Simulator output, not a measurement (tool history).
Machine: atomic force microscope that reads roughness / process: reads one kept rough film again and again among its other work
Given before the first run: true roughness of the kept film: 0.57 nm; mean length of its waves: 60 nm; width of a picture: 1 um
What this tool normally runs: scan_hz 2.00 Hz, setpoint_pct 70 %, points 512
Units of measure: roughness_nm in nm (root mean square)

run    hour  scan_hz  setpoint_pct  points  roughness_nm
  1     0.0     2.00            70     512        0.5461
  2    29.2     2.00            70     512        0.5451
  3    58.9     2.00            70     512        0.5434
  4    79.2     2.00            88     512        0.5201
       98.3  -- new tip fitted
  5   100.5     2.00            88     512        0.5229
  6   138.0     2.00            88     512        0.5207
  7   176.6     2.00            88     512        0.5197
  8   200.8     2.00            76     512        0.5376
  9   221.0     2.00            76     512        0.5371
      233.2  -- new tip fitted
 10   249.9     2.00            76     512        0.5397
 11   296.5     0.77            70     512        0.5552
 12   331.3     2.00            70     512        0.5422
 13   361.3     2.00            70     512        0.5417
      367.0  -- new tip fitted
 14   402.7     2.00            70     512        0.5445
 15   430.6     2.00            70     512        0.5445
 16   453.9     2.00            83     512        0.5267
 17   480.4     2.00            83     512        0.5267
      504.3  -- new tip fitted
 18   517.3     2.00            83     512        0.5276
 19   564.0     2.00            83     512        0.5273
 20   597.2     2.00            83     512        0.5248
 21   632.8     2.00            83     512        0.5235
      640.1  -- new tip fitted
 22   654.7     2.00            83     512        0.5276
 23   699.7     2.00            83     512        0.5264
 24   741.6     1.47            70     512        0.5466
 25   771.0     2.00            70     261        0.5396
      773.8  -- new tip fitted
 26   812.9     2.00            70     512        0.5432
 27   840.5     0.73            71     359        0.5501
 28   866.7     0.73            71     359        0.5484
      909.0  -- new tip fitted
 29   909.0     0.73            71     359        0.5524
 30   941.6     0.73            71     359        0.5506
 31   963.2     0.73            71     359        0.5512
 32   999.4     1.30            79     547        0.5393
 33  1036.9     1.30            79     547        0.5380
     1043.3  -- new tip fitted
 34  1081.7     1.30            79     547        0.5402
 35  1104.3     1.30            79     547        0.5404
 36  1138.2     2.00            70     477        0.5395
 37  1162.7     2.00            70     477        0.5374
     1180.1  -- new tip fitted
 38  1209.7     0.77            71     343        0.5504
 39  1257.4     1.14            66     817        0.5498
 40  1289.0     1.93            66     372        0.5416
 41  1312.4     2.00            78     291        0.5270
     1315.8  -- new tip fitted
 42  1347.8     2.00            78     291        0.5316
 43  1382.6     0.66            62     321        0.5515
 44  1420.0     0.66            62     321        0.5507
     1451.0  -- new tip fitted
 45  1466.4     0.66            62     321        0.5530
 46  1513.3     0.74            76     512        0.5475
 47  1536.4     0.74            76     512        0.5456
     1586.2  -- new tip fitted
 48  1586.2     2.00            70     804        0.5412
 49  1633.5     0.90            68     871        0.5480
 50  1673.3     1.16            75     297        0.5401
 51  1709.7     1.16            75     297        0.5388
     1720.7  -- new tip fitted
 52  1744.6     1.55            70     465        0.5414

Same runs, no hidden state in the tool, same run-to-run variation:
Hidden state present: radius of the tip, nm; height scale over the true one, %; drift of the gauge itself on roughness_nm, %.
run  roughness_nm
  1        0.5495
  2        0.5497
  3        0.5491
  4        0.5263
  5        0.5257
  6        0.5248
  7        0.5251
  8        0.5441
  9        0.5443
 10        0.5437
 11        0.5610
 12        0.5493
 13        0.5499
 14        0.5497
 15        0.5507
 16        0.5335
 17        0.5344
 18        0.5327
 19        0.5339
 20        0.5327
 21        0.5326
 22        0.5333
 23        0.5336
 24        0.5555
 25        0.5495
 26        0.5506
 27        0.5587
 28        0.5579
 29        0.5591
 30        0.5584
 31        0.5597
 32        0.5490
 33        0.5491
 34        0.5486
 35        0.5496
 36        0.5500
 37        0.5488
 38        0.5594
 39        0.5605
 40        0.5534
 41        0.5393
 42        0.5410
 43        0.5626
 44        0.5632
 45        0.5627
 46        0.5589
 47        0.5579
 48        0.5507
 49        0.5593
 50        0.5527
 51        0.5527
 52        0.5525

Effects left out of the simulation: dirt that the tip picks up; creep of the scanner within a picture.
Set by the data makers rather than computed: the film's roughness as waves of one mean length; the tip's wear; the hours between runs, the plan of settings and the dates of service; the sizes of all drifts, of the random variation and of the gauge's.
